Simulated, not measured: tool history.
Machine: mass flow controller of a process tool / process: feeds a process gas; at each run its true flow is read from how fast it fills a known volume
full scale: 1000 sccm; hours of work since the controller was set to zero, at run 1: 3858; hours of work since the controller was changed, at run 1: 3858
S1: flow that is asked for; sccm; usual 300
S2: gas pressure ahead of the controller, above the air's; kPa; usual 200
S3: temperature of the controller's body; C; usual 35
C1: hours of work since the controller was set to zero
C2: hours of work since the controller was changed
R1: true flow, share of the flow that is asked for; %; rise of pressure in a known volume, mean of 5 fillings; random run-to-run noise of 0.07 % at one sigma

| run | hour | S1 | S2 | S3 | C1 | C2 | R1 |
|---|---|---|---|---|---|---|---|
| 1 | 0.0 | 300 | 200 | 35 | 3858 | 3858 | 99.06 |
| 2 | 283.7 | 300 | 200 | 35 | 3988 | 3988 | 99.06 |
| 3 | 776.2 | 300 | 182 | 35 | 4213 | 4213 | 99.36 |
| 4 | 1259.0 | 300 | 182 | 35 | 4433 | 4433 | 99.15 |
| 5 | 1579.3 | 300 | 235 | 35 | 4580 | 4580 | 98.85 |
|  | 1626.0 | controller's zero set anew |
| 6 | 1789.4 | 300 | 235 | 35 | 75 | 4676 | 98.83 |
| 7 | 2256.8 | 300 | 235 | 35 | 288 | 4889 | 98.84 |
| 8 | 2497.1 | 300 | 271 | 35 | 398 | 4999 | 98.60 |
| 9 | 2821.1 | 300 | 200 | 35 | 546 | 5147 | 99.11 |
| 10 | 3305.9 | 300 | 200 | 35 | 768 | 5369 | 99.18 |
| 11 | 3776.3 | 300 | 200 | 35 | 983 | 5584 | 99.04 |
| 12 | 4158.9 | 300 | 200 | 35 | 1158 | 5759 | 99.16 |
| 13 | 4391.4 | 300 | 200 | 35 | 1264 | 5865 | 99.10 |
| 14 | 4871.7 | 300 | 200 | 35 | 1484 | 6085 | 99.11 |
| 15 | 5221.9 | 300 | 200 | 35 | 1644 | 6245 | 99.10 |
| 16 | 5479.7 | 234 | 200 | 35 | 1762 | 6362 | 98.83 |
| 17 | 5787.1 | 234 | 200 | 35 | 1902 | 6503 | 98.87 |
| 18 | 6131.7 | 234 | 200 | 35 | 2060 | 6660 | 98.94 |
| 19 | 6514.4 | 234 | 266 | 35 | 2234 | 6835 | 98.52 |
| 20 | 6940.2 | 300 | 235 | 35 | 2429 | 7030 | 98.88 |
| 21 | 7191.7 | 300 | 200 | 35 | 2544 | 7145 | 99.17 |
| 22 | 7414.2 | 300 | 200 | 35 | 2646 | 7247 | 99.12 |
| 23 | 7819.9 | 300 | 280 | 31 | 2831 | 7432 | 98.13 |
| 24 | 8237.4 | 311 | 238 | 31 | 3022 | 7623 | 98.38 |
| 25 | 8528.8 | 294 | 178 | 37 | 3155 | 7756 | 99.48 |
| 26 | 8733.7 | 877 | 166 | 34 | 3249 | 7850 | 101.00 |
| 27 | 9160.8 | 550 | 200 | 25 | 3444 | 8045 | 98.69 |
| 28 | 9651.5 | 300 | 200 | 21 | 3668 | 8269 | 97.47 |
| 29 | 10144.5 | 300 | 200 | 21 | 3894 | 8495 | 97.38 |
| 30 | 10381.8 | 300 | 200 | 21 | 4002 | 8603 | 97.52 |
| 31 | 10885.1 | 300 | 200 | 21 | 4232 | 8833 | 97.40 |
| 32 | 11382.2 | 300 | 200 | 21 | 4459 | 9060 | 97.46 |
| 33 | 11587.1 | 477 | 233 | 36 | 4553 | 9154 | 99.49 |
|  | 11677.5 | controller's zero set anew |
| 34 | 11809.6 | 300 | 200 | 35 | 60 | 9256 | 99.17 |
| 35 | 12044.4 | 300 | 200 | 35 | 168 | 9363 | 99.17 |
| 36 | 12364.9 | 357 | 243 | 35 | 314 | 9509 | 98.87 |
| 37 | 12625.8 | 357 | 243 | 35 | 433 | 9629 | 98.95 |
| 38 | 13081.0 | 398 | 234 | 24 | 642 | 9837 | 97.89 |
| 39 | 13563.6 | 847 | 245 | 29 | 862 | 10057 | 99.75 |
| 40 | 13922.0 | 847 | 222 | 29 | 1026 | 10221 | 99.97 |
| 41 | 14415.5 | 300 | 200 | 30 | 1252 | 10447 | 98.44 |

Describe how what the log doesn't record of the tool's condition differs between the last listed run preceding each entry between runs and the first listed run following it.
Run 5 -> run 6: controller's zero set anew (hour 1626.0)
  flow at rest that the sensor doesn't see, % of full scale: -0.003 -> 0
Run 33 -> run 34: controller's zero set anew (hour 11677.5)
  flow at rest that the sensor doesn't see, % of full scale: -0.003 -> 0
